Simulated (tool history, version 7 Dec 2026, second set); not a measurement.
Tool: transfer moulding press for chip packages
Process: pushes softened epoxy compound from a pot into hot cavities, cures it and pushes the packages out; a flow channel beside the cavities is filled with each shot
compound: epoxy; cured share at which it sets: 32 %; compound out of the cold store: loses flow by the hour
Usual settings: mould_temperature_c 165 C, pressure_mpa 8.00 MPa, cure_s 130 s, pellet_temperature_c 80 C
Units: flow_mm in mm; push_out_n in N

run	hour	mould_temperature_c	pressure_mpa	cure_s	pellet_temperature_c	incoming compound's hours out of the cold store	flow_mm	push_out_n
1	0.0	165	8.00	130	80	47.7	531	458
2	6.2	165	8.00	130	80	47.3	539	493
3	14.8	165	8.00	166	80	31.8	584	470
4	25.6	173	8.00	130	80	11.9	639	318
5	31.7	173	8.00	130	80	14.4	609	335
6	38.3	173	8.00	130	80	8.8	642	376
7	49.9	165	8.00	130	80	36.6	555	454
8	62.8	165	8.00	130	80	15.1	640	496
9	72.9	165	8.00	130	80	36.2	554	313
10	81.0	165	8.00	130	80	47.7	519	366
11	93.5	165	8.00	130	88	39.3	546	404
12	100.4	165	9.11	130	80	15.1	674	443
13	113.3	165	8.00	130	80	43.1	536	480
14	129.1	165	8.00	130	80	33.4	564	331
15	137.3	165	8.00	130	89	40.5	539	388
16	145.5	165	8.00	130	89	46.5	519	415
17	153.7	165	8.00	147	81	11.5	632	440
18	161.5	157	8.00	166	81	35.0	563	475
19	173.7	165	6.45	165	88	39.9	478	287
20	179.4	157	8.00	130	80	33.5	579	490
21	185.8	157	8.00	127	80	22.3	603	589
22	194.5	164	8.00	128	87	40.3	530	429
23	202.7	162	7.56	121	75	25.6	551	540
24	212.3	162	7.56	121	75	29.9	545	580
25	223.9	162	7.56	121	75	10.8	623	385
26	232.4	162	7.56	121	75	41.5	517	421
27	238.4	172	7.56	121	74	41.0	491	364
28	246.1	161	6.64	130	80	19.9	550	490

Not shown: 7 entries that the log had between the listed runs. Between which runs, and how does the tool's hidden state differ before and after?
Between runs 3 and 4: cavities cleaned with cleaning compound and waxed (hour 19.0)
  true mould temperature over the reading, C: -0.31 -> -0.33; pressure that reaches the compound, % of what is set: 94.69 -> 94.29; grip of the stained cavities, % over clean ones': 66.4 -> 12.3
  measured less the result without the state, flow_mm: -15 -> -18 mm; push_out_n: +189 -> +35 N
Between runs 8 and 9: mould's thermocouples calibrated (hour 65.4); cavities cleaned with cleaning compound and waxed (hour 71.4)
  true mould temperature over the reading, C: -0.38 -> -0.65; pressure that reaches the compound, % of what is set: 92.7 -> 92.44; grip of the stained cavities, % over clean ones': 61 -> 2.6
  measured less the result without the state, flow_mm: -24 -> -20 mm; push_out_n: +189 -> +13 N
Between runs 13 and 14: cavities cleaned with cleaning compound and waxed (hour 121.3); mould's thermocouples calibrated, once more (hour 124.6)
  true mould temperature over the reading, C: -0.71 -> 0.06; pressure that reaches the compound, % of what is set: 90.63 -> 90.12; grip of the stained cavities, % over clean ones': 60.3 -> 13.1
  measured less the result without the state, flow_mm: -25 -> -30 mm; push_out_n: +184 -> +38 N
Between runs 18 and 19: cavities cleaned with cleaning compound and waxed (hour 173.3)
  true mould temperature over the reading, C: 0.01 -> -0.01; pressure that reaches the compound, % of what is set: 88.74 -> 88.26; grip of the stained cavities, % over clean ones': 56.8 -> 2.4
  measured less the result without the state, flow_mm: -35 -> -30 mm; push_out_n: +174 -> +7 N
Between runs 24 and 25: cavities cleaned with cleaning compound and waxed (hour 223.1)
  true mould temperature over the reading, C: -0.06 -> -0.08; pressure that reaches the compound, % of what is set: 86.59 -> 86.15; grip of the stained cavities, % over clean ones': 57.6 -> 1.2
  measured less the result without the state, flow_mm: -41 -> -48 mm; push_out_n: +213 -> +7 N

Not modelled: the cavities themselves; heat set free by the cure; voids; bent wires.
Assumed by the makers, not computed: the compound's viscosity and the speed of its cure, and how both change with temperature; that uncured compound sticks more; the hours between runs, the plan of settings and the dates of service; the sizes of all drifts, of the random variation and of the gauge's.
